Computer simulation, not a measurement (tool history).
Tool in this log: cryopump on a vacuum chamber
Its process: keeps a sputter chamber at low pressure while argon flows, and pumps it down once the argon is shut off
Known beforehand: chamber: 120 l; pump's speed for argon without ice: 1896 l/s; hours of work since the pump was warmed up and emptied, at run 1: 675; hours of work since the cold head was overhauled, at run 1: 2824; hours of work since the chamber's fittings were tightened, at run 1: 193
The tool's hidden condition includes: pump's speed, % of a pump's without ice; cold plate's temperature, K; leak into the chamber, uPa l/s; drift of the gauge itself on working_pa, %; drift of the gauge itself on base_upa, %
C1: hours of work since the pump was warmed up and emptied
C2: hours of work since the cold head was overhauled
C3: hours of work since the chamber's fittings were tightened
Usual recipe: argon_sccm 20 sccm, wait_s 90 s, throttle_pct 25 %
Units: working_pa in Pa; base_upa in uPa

run 1 hour=0 | argon_sccm=20 wait_s=90 throttle_pct=25 | C1=675 C2=2824 C3=193 | working_pa=0.0758 base_upa=0.86
run 2 hour=57.3 | argon_sccm=20 wait_s=90 throttle_pct=25 | C1=714 C2=2863 C3=231 | working_pa=0.075 base_upa=0.94
run 3 hour=125.9 | argon_sccm=25 wait_s=90 throttle_pct=25 | C1=760 C2=2909 C3=277 | working_pa=0.095 base_upa=1.12
run 4 hour=195.7 | argon_sccm=25 wait_s=90 throttle_pct=25 | C1=807 C2=2956 C3=324 | working_pa=0.0968 base_upa=1.17
run 5 hour=309.3 | argon_sccm=11 wait_s=90 throttle_pct=25 | C1=883 C2=3032 C3=400 | working_pa=0.0424 base_upa=1.41
run 6 hour=409.3 | argon_sccm=11 wait_s=90 throttle_pct=25 | C1=950 C2=3099 C3=467 | working_pa=0.0426 base_upa=1.66
run 7 hour=467.1 | argon_sccm=20 wait_s=90 throttle_pct=55 | C1=989 C2=3138 C3=506 | working_pa=0.0382 base_upa=1.7
-- hour=510.1 pump warmed up, emptied and cooled again
run 8 hour=584.9 | argon_sccm=20 wait_s=90 throttle_pct=55 | C1=50 C2=3213 C3=582 | working_pa=0.0331 base_upa=1.47
run 9 hour=632.1 | argon_sccm=20 wait_s=90 throttle_pct=55 | C1=82 C2=3245 C3=614 | working_pa=0.0335 base_upa=1.61
run 10 hour=731 | argon_sccm=20 wait_s=90 throttle_pct=55 | C1=148 C2=3311 C3=680 | working_pa=0.0342 base_upa=1.71
run 11 hour=795.3 | argon_sccm=20 wait_s=90 throttle_pct=55 | C1=191 C2=3354 C3=723 | working_pa=0.035 base_upa=1.86
run 12 hour=875.3 | argon_sccm=20 wait_s=90 throttle_pct=55 | C1=245 C2=3408 C3=777 | working_pa=0.0345 base_upa=1.97
run 13 hour=981.6 | argon_sccm=20 wait_s=90 throttle_pct=25 | C1=316 C2=3479 C3=848 | working_pa=0.0732 base_upa=2.11
run 14 hour=1068.6 | argon_sccm=20 wait_s=90 throttle_pct=25 | C1=375 C2=3538 C3=906 | working_pa=0.0729 base_upa=2.16
run 15 hour=1181.6 | argon_sccm=20 wait_s=90 throttle_pct=37 | C1=450 C2=3614 C3=982 | working_pa=0.0507 base_upa=2.48
-- hour=1276.8 leaking fittings of the chamber tightened, without venting
run 16 hour=1284.9 | argon_sccm=20 wait_s=90 throttle_pct=25 | C1=518 C2=3682 C3=5 | working_pa=0.0737 base_upa=0.41
run 17 hour=1370.1 | argon_sccm=20 wait_s=90 throttle_pct=25 | C1=576 C2=3739 C3=63 | working_pa=0.0743 base_upa=0.55
run 18 hour=1459.9 | argon_sccm=20 wait_s=90 throttle_pct=52 | C1=636 C2=3799 C3=123 | working_pa=0.0381 base_upa=0.67
run 19 hour=1529.8 | argon_sccm=18 wait_s=90 throttle_pct=28 | C1=683 C2=3846 C3=170 | working_pa=0.0605 base_upa=0.8
run 20 hour=1586.2 | argon_sccm=18 wait_s=90 throttle_pct=28 | C1=721 C2=3884 C3=208 | working_pa=0.0604 base_upa=0.88
run 21 hour=1642.6 | argon_sccm=32 wait_s=78 throttle_pct=27 | C1=758 C2=3922 C3=245 | working_pa=0.1132 base_upa=1
run 22 hour=1696.5 | argon_sccm=20 wait_s=27 throttle_pct=35 | C1=795 C2=3958 C3=282 | working_pa=0.0558 base_upa=1.42
run 23 hour=1807 | argon_sccm=11 wait_s=27 throttle_pct=27 | C1=869 C2=4032 C3=356 | working_pa=0.039 base_upa=1.66

What does the tool deliver on the next run?
run 24 hour=1922.2 | argon_sccm=37 wait_s=184 throttle_pct=28 | C1=946 C2=4109 C3=433 | working_pa=? base_upa=?

working_pa: 0.1302 Pa
base_upa: 1.35 uPa
With the hidden condition absent and the run-to-run variation left alone, this run would have shown working_pa 0.119 Pa, base_upa 0.26 uPa.
